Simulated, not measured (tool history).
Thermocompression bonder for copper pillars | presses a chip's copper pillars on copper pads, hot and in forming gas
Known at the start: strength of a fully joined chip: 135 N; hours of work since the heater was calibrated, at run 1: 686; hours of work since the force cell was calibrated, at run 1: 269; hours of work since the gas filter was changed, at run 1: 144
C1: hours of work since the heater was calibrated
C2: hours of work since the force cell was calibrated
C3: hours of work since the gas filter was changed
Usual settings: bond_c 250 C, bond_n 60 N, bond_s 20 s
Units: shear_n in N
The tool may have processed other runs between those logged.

run 1 hour=0 | bond_c=250 bond_n=60 bond_s=20 | C1=686 C2=269 C3=144 | shear_n=88.4
run 2 hour=39 | bond_c=250 bond_n=60 bond_s=20 | C1=707 C2=290 C3=165 | shear_n=89.2
run 3 hour=58.3 | bond_c=250 bond_n=60 bond_s=12 | C1=717 C2=301 C3=175 | shear_n=76
run 4 hour=78.2 | bond_c=250 bond_n=60 bond_s=12 | C1=728 C2=311 C3=186 | shear_n=75.5
run 5 hour=105.4 | bond_c=250 bond_n=60 bond_s=20 | C1=743 C2=326 C3=201 | shear_n=88.2
run 6 hour=126.2 | bond_c=250 bond_n=60 bond_s=20 | C1=754 C2=337 C3=212 | shear_n=87
run 7 hour=158.4 | bond_c=250 bond_n=60 bond_s=20 | C1=771 C2=355 C3=229 | shear_n=88.7
run 8 hour=175.1 | bond_c=250 bond_n=60 bond_s=20 | C1=780 C2=364 C3=238 | shear_n=88.4
run 9 hour=207.5 | bond_c=250 bond_n=60 bond_s=20 | C1=798 C2=381 C3=256 | shear_n=87.8
-- hour=221.7 forming gas filter changed
run 10 hour=240.6 | bond_c=250 bond_n=60 bond_s=20 | C1=816 C2=399 C3=10 | shear_n=89.7
run 11 hour=266.4 | bond_c=250 bond_n=60 bond_s=20 | C1=829 C2=413 C3=24 | shear_n=89.8
run 12 hour=293 | bond_c=250 bond_n=60 bond_s=20 | C1=844 C2=427 C3=38 | shear_n=89.9
run 13 hour=334.1 | bond_c=250 bond_n=60 bond_s=20 | C1=866 C2=449 C3=61 | shear_n=88.6
-- hour=339.1 force cell calibrated
run 14 hour=363.6 | bond_c=250 bond_n=60 bond_s=20 | C1=881 C2=13 C3=76 | shear_n=88.8
run 15 hour=394.6 | bond_c=250 bond_n=60 bond_s=20 | C1=898 C2=30 C3=93 | shear_n=90.1
run 16 hour=421.5 | bond_c=250 bond_n=60 bond_s=20 | C1=912 C2=44 C3=107 | shear_n=90.1
run 17 hour=438.2 | bond_c=271 bond_n=59 bond_s=19 | C1=921 C2=53 C3=116 | shear_n=104.5
-- hour=458.3 force cell calibrated, once more
run 18 hour=458.3 | bond_c=250 bond_n=42 bond_s=20 | C1=931 C2=0 C3=126 | shear_n=79.6
run 19 hour=491.9 | bond_c=236 bond_n=48 bond_s=59 | C1=950 C2=18 C3=144 | shear_n=95.1
run 20 hour=514.1 | bond_c=250 bond_n=67 bond_s=11 | C1=962 C2=30 C3=156 | shear_n=78.2
run 21 hour=551.9 | bond_c=223 bond_n=67 bond_s=48 | C1=982 C2=51 C3=177 | shear_n=88.1
run 22 hour=581.6 | bond_c=223 bond_n=67 bond_s=48 | C1=998 C2=67 C3=193 | shear_n=88
run 23 hour=622.1 | bond_c=223 bond_n=38 bond_s=34 | C1=1020 C2=88 C3=215 | shear_n=62.9
run 24 hour=660.9 | bond_c=223 bond_n=38 bond_s=34 | C1=1041 C2=109 C3=235 | shear_n=62.9
run 25 hour=678.3 | bond_c=250 bond_n=63 bond_s=20 | C1=1050 C2=119 C3=245 | shear_n=89.6
run 26 hour=704.6 | bond_c=250 bond_n=58 bond_s=20 | C1=1064 C2=133 C3=259 | shear_n=88.1
-- hour=714.1 forming gas filter changed
run 27 hour=738.8 | bond_c=250 bond_n=37 bond_s=20 | C1=1083 C2=151 C3=13 | shear_n=77.2
run 28 hour=755.4 | bond_c=250 bond_n=37 bond_s=20 | C1=1092 C2=160 C3=22 | shear_n=77.7

Forecast each of these 5 alternatives for the next run:
run A hour=793.8 | bond_c=272 bond_n=62 bond_s=31 | C1=1112 C2=181 C3=43 | shear_n=?
run B hour=793.8 | bond_c=250 bond_n=73 bond_s=20 | C1=1112 C2=181 C3=43 | shear_n=?
run C hour=793.8 | bond_c=269 bond_n=41 bond_s=44 | C1=1112 C2=181 C3=43 | shear_n=?
run D hour=793.8 | bond_c=250 bond_n=68 bond_s=13 | C1=1112 C2=181 C3=43 | shear_n=?
run E hour=793.8 | bond_c=241 bond_n=81 bond_s=22 | C1=1112 C2=181 C3=43 | shear_n=?

run=A shear_n=118.6
run=B shear_n=97.3
run=C shear_n=114.6
run=D shear_n=85.2
run=E shear_n=95.5
What these runs would have given with no unlogged condition in the tool:
run=A shear_n=115.1
run=B shear_n=91.6
run=C shear_n=110.5
run=D shear_n=79.3
run=E shear_n=89.5
